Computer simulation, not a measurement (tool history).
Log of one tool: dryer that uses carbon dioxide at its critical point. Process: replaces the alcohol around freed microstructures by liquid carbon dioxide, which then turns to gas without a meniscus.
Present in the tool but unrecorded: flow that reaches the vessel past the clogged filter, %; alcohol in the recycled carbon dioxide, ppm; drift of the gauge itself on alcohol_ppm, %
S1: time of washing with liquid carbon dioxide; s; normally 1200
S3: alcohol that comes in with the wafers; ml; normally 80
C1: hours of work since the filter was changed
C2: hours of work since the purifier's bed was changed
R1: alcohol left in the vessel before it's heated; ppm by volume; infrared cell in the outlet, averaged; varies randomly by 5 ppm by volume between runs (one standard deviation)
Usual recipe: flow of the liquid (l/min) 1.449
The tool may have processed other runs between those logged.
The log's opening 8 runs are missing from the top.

Run 9, hour 129.1: usual settings; C1 274; C2 309. Result: R1 115 ppm by volume.
Run 10, hour 150.5: usual settings but S3 20 ml; C1 281; C2 316. Result: R1 57 ppm by volume.
Run 11, hour 172.5: usual settings but S3 20 ml; C1 288; C2 323. Result: R1 61 ppm by volume.
Run 12, hour 192.3: usual settings but S3 39 ml; C1 295; C2 329. Result: R1 72 ppm by volume.
Run 13, hour 212.6: usual settings; C1 301; C2 336. Result: R1 113 ppm by volume.
Run 14, hour 227.5: usual settings; C1 306; C2 341. Result: R1 110 ppm by volume.
Run 15, hour 248.8: usual settings; C1 313; C2 348. Result: R1 120 ppm by volume.
Run 16, hour 266.1: usual settings but S1 1560 s; C1 319; C2 353. Result: R1 64 ppm by volume.
Run 17, hour 288.4: usual settings but S1 900 s, flow of the liquid (l/min) 0.960, S3 81 ml; C1 326; C2 361. Result: R1 1216 ppm by volume.
Run 18, hour 300.8: usual settings but S1 900 s, flow of the liquid (l/min) 0.960, S3 81 ml; C1 330; C2 365. Result: R1 1287 ppm by volume.
Run 19, hour 310.7: usual settings but S1 840 s, S3 25 ml; C1 333; C2 368. Result: R1 175 ppm by volume.
Run 20, hour 323.1: usual settings but S1 840 s, S3 25 ml; C1 337; C2 372. Result: R1 173 ppm by volume.
At hour 331.7: inlet filter changed.
Run 21, hour 334.7: usual settings but S1 840 s, flow of the liquid (l/min) 1.120, S3 58 ml; C1 1; C2 375. Result: R1 487 ppm by volume.
Run 22, hour 351.1: usual settings but S1 840 s, flow of the liquid (l/min) 1.120, S3 58 ml; C1 6; C2 381. Result: R1 507 ppm by volume.
Run 23, hour 372.9: usual settings but S1 840 s, flow of the liquid (l/min) 1.120, S3 58 ml; C1 13; C2 388. Result: R1 498 ppm by volume.
Run 24, hour 383.3: usual settings but S1 900 s, flow of the liquid (l/min) 2.430, S3 58 ml; C1 17; C2 391. Result: R1 60 ppm by volume.
Run 25, hour 401.4: usual settings but S1 900 s, flow of the liquid (l/min) 2.430, S3 58 ml; C1 23; C2 397. Result: R1 49 ppm by volume.
Run 26, hour 414.7: usual settings but S1 900 s, flow of the liquid (l/min) 2.430, S3 58 ml; C1 27; C2 401. Result: R1 67 ppm by volume.
Run 27, hour 429.8: usual settings but S1 1440 s, flow of the liquid (l/min) 1.500; C1 32; C2 406. Result: R1 63 ppm by volume.
Run 28, hour 439.4: usual settings but S1 1440 s, flow of the liquid (l/min) 1.500; C1 35; C2 409. Result: R1 58 ppm by volume.
Run 29, hour 456.1: usual settings but S1 1560 s, flow of the liquid (l/min) 1.550; C1 40; C2 415. Result: R1 56 ppm by volume.
Run 30, hour 474.0: usual settings but S1 1560 s, flow of the liquid (l/min) 1.550; C1 46; C2 421. Result: R1 60 ppm by volume.

5 ways to go on from here, each from the tool as it stands after run 30. What would each give?
Run A, hour 492.0: usual settings but S1 1560 s, flow of the liquid (l/min) 2.350, S3 117 ml; C1 52; C2 426. Result: R1 ?.
Run B, hour 492.0: usual settings but S1 1380 s, flow of the liquid (l/min) 1.550, S3 45 ml; C1 52; C2 426. Result: R1 ?.
Run C, hour 492.0: usual settings but S1 1560 s, flow of the liquid (l/min) 1.130, S3 39 ml; C1 52; C2 426. Result: R1 ?.
Run D, hour 492.0: usual settings but S1 780 s, flow of the liquid (l/min) 1.230, S3 35 ml; C1 52; C2 426. Result: R1 ?.
Run E, hour 492.0: usual settings but S1 1500 s, S3 25 ml; C1 52; C2 426. Result: R1 ?.

run   R1
  A   55
  B   58
  C   70
  D  322
  E   59
With the hidden condition removed and each run's random variation left untouched, the same runs would have given:
run   R1
  A    5
  B    7
  C   16
  D  244
  E    8

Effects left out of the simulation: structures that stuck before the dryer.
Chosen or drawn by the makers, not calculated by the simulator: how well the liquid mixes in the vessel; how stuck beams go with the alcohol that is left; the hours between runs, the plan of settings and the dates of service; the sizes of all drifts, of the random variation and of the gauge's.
